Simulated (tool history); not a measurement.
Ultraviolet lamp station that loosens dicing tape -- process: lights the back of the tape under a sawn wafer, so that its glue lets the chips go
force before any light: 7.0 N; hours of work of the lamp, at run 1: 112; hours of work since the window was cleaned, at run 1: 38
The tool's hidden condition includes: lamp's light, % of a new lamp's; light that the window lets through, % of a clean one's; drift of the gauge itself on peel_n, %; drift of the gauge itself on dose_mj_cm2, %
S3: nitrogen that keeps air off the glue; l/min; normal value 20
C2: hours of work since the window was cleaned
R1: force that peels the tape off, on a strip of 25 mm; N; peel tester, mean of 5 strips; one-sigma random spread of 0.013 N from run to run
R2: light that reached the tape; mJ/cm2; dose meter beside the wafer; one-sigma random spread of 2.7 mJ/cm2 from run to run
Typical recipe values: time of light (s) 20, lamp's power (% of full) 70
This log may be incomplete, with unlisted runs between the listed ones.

Run 1, hour 0: usual settings; hours of work of the lamp 112; C2 38. Result: R1 0.688 N, R2 353 mJ/cm2.
Run 2, hour 16.6: usual settings but lamp's power (% of full) 68; hours of work of the lamp 122; C2 49. Result: R1 0.747 N, R2 345 mJ/cm2.
Run 3, hour 27.1: usual settings but S3 16 l/min; hours of work of the lamp 129; C2 55. Result: R1 0.802 N, R2 351 mJ/cm2.
Run 4, hour 48.8: usual settings but S3 16 l/min; hours of work of the lamp 142; C2 68. Result: R1 0.837 N, R2 351 mJ/cm2.
Run 5, hour 61.2: usual settings but time of light (s) 21; hours of work of the lamp 150; C2 76. Result: R1 0.641 N, R2 367 mJ/cm2.
Run 6, hour 77.7: usual settings but time of light (s) 21; hours of work of the lamp 160; C2 86. Result: R1 0.679 N, R2 363 mJ/cm2.
Run 7, hour 99.8: usual settings but time of light (s) 21; hours of work of the lamp 173; C2 100. Result: R1 0.695 N, R2 356 mJ/cm2.
Run 8, hour 113.9: usual settings but time of light (s) 23; hours of work of the lamp 182; C2 108. Result: R1 0.548 N, R2 396 mJ/cm2.
Run 9, hour 129.3: usual settings but time of light (s) 23; hours of work of the lamp 192; C2 118. Result: R1 0.586 N, R2 386 mJ/cm2.
Run 10, hour 152.9: usual settings but time of light (s) 23; hours of work of the lamp 206; C2 132. Result: R1 0.601 N, R2 385 mJ/cm2.
Run 11, hour 177: usual settings but time of light (s) 23; hours of work of the lamp 221; C2 147. Result: R1 0.587 N, R2 384 mJ/cm2.
Run 12, hour 197.7: usual settings but time of light (s) 23; hours of work of the lamp 233; C2 160. Result: R1 0.626 N, R2 377 mJ/cm2.
Run 13, hour 217.8: usual settings but time of light (s) 23, S3 7 l/min; hours of work of the lamp 246; C2 172. Result: R1 1.221 N, R2 373 mJ/cm2.
Run 14, hour 242.9: usual settings but time of light (s) 23, S3 7 l/min; hours of work of the lamp 261; C2 187. Result: R1 1.274 N, R2 377 mJ/cm2.
Run 15, hour 255.7: usual settings but time of light (s) 10, S3 7 l/min; hours of work of the lamp 269; C2 195. Result: R1 3.371 N, R2 163 mJ/cm2.
Run 16, hour 278.7: usual settings but time of light (s) 10, S3 7 l/min; hours of work of the lamp 283; C2 209. Result: R1 3.405 N, R2 162 mJ/cm2.
Run 17, hour 295.8: usual settings but time of light (s) 10, S3 7 l/min; hours of work of the lamp 294; C2 220. Result: R1 3.194 N, R2 159 mJ/cm2.
Run 18, hour 320.9: usual settings but time of light (s) 10, S3 7 l/min; hours of work of the lamp 309; C2 235. Result: R1 3.367 N, R2 160 mJ/cm2.
Run 19, hour 343.9: usual settings but lamp's power (% of full) 71; hours of work of the lamp 323; C2 249. Result: R1 0.895 N, R2 320 mJ/cm2.
Run 20, hour 364.2: usual settings but lamp's power (% of full) 71; hours of work of the lamp 336; C2 262. Result: R1 0.927 N, R2 310 mJ/cm2.
Run 21, hour 388.9: usual settings but lamp's power (% of full) 71; hours of work of the lamp 351; C2 277. Result: R1 0.941 N, R2 312 mJ/cm2.
At hour 391.5: window cleaned of glue's vapour.
Run 22, hour 400.8: usual settings but time of light (s) 12, S3 25 l/min; hours of work of the lamp 358; C2 6. Result: R1 1.658 N, R2 208 mJ/cm2.
Run 23, hour 423.2: usual settings but time of light (s) 26, lamp's power (% of full) 86, S3 12 l/min; hours of work of the lamp 372; C2 19. Result: R1 0.391 N, R2 551 mJ/cm2.
Run 24, hour 446.7: usual settings but time of light (s) 26, lamp's power (% of full) 86, S3 12 l/min; hours of work of the lamp 386; C2 34. Result: R1 0.399 N, R2 549 mJ/cm2.
Run 25, hour 459.5: usual settings but time of light (s) 15, lamp's power (% of full) 93, S3 12 l/min; hours of work of the lamp 394; C2 42. Result: R1 1.101 N, R2 338 mJ/cm2.
Run 26, hour 481.1: usual settings but time of light (s) 15, lamp's power (% of full) 93, S3 12 l/min; hours of work of the lamp 407; C2 55. Result: R1 1.104 N, R2 335 mJ/cm2.
Run 27, hour 506.1: usual settings but time of light (s) 15, lamp's power (% of full) 64; hours of work of the lamp 422; C2 70. Result: R1 1.52 N, R2 229 mJ/cm2.
Run 28, hour 528.7: usual settings but time of light (s) 25, lamp's power (% of full) 89, S3 9 l/min; hours of work of the lamp 436; C2 84. Result: R1 0.532 N, R2 521 mJ/cm2.
Run 29, hour 545.9: usual settings but time of light (s) 25, lamp's power (% of full) 89, S3 9 l/min; hours of work of the lamp 447; C2 95. Result: R1 0.574 N, R2 517 mJ/cm2.
Run 30, hour 562.6: usual settings but time of light (s) 25, lamp's power (% of full) 89, S3 9 l/min; hours of work of the lamp 457; C2 105. Result: R1 0.554 N, R2 514 mJ/cm2.
Run 31, hour 582.1: usual settings but time of light (s) 25, lamp's power (% of full) 89, S3 12 l/min; hours of work of the lamp 469; C2 117. Result: R1 0.448 N, R2 517 mJ/cm2.
Run 32, hour 598.2: usual settings but time of light (s) 15, lamp's power (% of full) 73, S3 12 l/min; hours of work of the lamp 479; C2 127. Result: R1 1.734 N, R2 249 mJ/cm2.
Run 33, hour 617.3: usual settings but time of light (s) 15, lamp's power (% of full) 63, S3 12 l/min; hours of work of the lamp 491; C2 139. Result: R1 2.089 N, R2 216 mJ/cm2.
Run 34, hour 638.7: usual settings but time of light (s) 11, lamp's power (% of full) 72, S3 19 l/min; hours of work of the lamp 504; C2 152. Result: R1 2.175 N, R2 175 mJ/cm2.
Run 35, hour 659.3: usual settings but time of light (s) 34, lamp's power (% of full) 71, S3 7 l/min; hours of work of the lamp 516; C2 164. Result: R1 0.624 N, R2 539 mJ/cm2.
Run 36, hour 681.7: usual settings but time of light (s) 34, lamp's power (% of full) 71, S3 7 l/min; hours of work of the lamp 530; C2 178. Result: R1 0.651 N, R2 532 mJ/cm2.
Run 37, hour 699.3: usual settings but time of light (s) 29, lamp's power (% of full) 82, S3 16 l/min; hours of work of the lamp 541; C2 189. Result: R1 0.33 N, R2 526 mJ/cm2.
Run 38, hour 723.2: usual settings but time of light (s) 29, lamp's power (% of full) 82, S3 16 l/min; hours of work of the lamp 556; C2 204. Result: R1 0.345 N, R2 520 mJ/cm2.
Run 39, hour 747.2: usual settings but time of light (s) 29, lamp's power (% of full) 82, S3 28 l/min; hours of work of the lamp 570; C2 218. Result: R1 0.239 N, R2 510 mJ/cm2.
Run 40, hour 760.7: usual settings but time of light (s) 38, lamp's power (% of full) 97, S3 17 l/min; hours of work of the lamp 579; C2 227. Result: R1 0.132 N, R2 794 mJ/cm2.
Run 41, hour 770.9: usual settings but time of light (s) 38, lamp's power (% of full) 97, S3 17 l/min; hours of work of the lamp 585; C2 233. Result: R1 0.14 N, R2 791 mJ/cm2.
Run 42, hour 784.5: usual settings but time of light (s) 38, lamp's power (% of full) 97, S3 23 l/min; hours of work of the lamp 593; C2 241. Result: R1 0.111 N, R2 783 mJ/cm2.

Some steps in R1, run to run, broken into two amounts with sign: the step expected even without the hidden condition (settings, incoming material, random variation), and the rest, left for the hidden condition together with whatever gauge scatter is not in both the measured and the hidden-condition-free result:
Run 14 -> 15: time of light (s) 23 -> 10. R1 +2.097 N: hidden state +0.099, all else +1.998.
Run 18 -> 19: time of light (s) 10 -> 20, lamp's power (% of full) 70 -> 71, S3 7 -> 20. R1 -2.472 N: hidden state -0.157, all else -2.315.
Run 31 -> 32: time of light (s) 25 -> 15, lamp's power (% of full) 89 -> 73. R1 +1.286 N: hidden state +0.224, all else +1.062.
Run 34 -> 35: time of light (s) 11 -> 34, lamp's power (% of full) 72 -> 71, S3 19 -> 7. R1 -1.551 N: hidden state -0.215, all else -1.336.

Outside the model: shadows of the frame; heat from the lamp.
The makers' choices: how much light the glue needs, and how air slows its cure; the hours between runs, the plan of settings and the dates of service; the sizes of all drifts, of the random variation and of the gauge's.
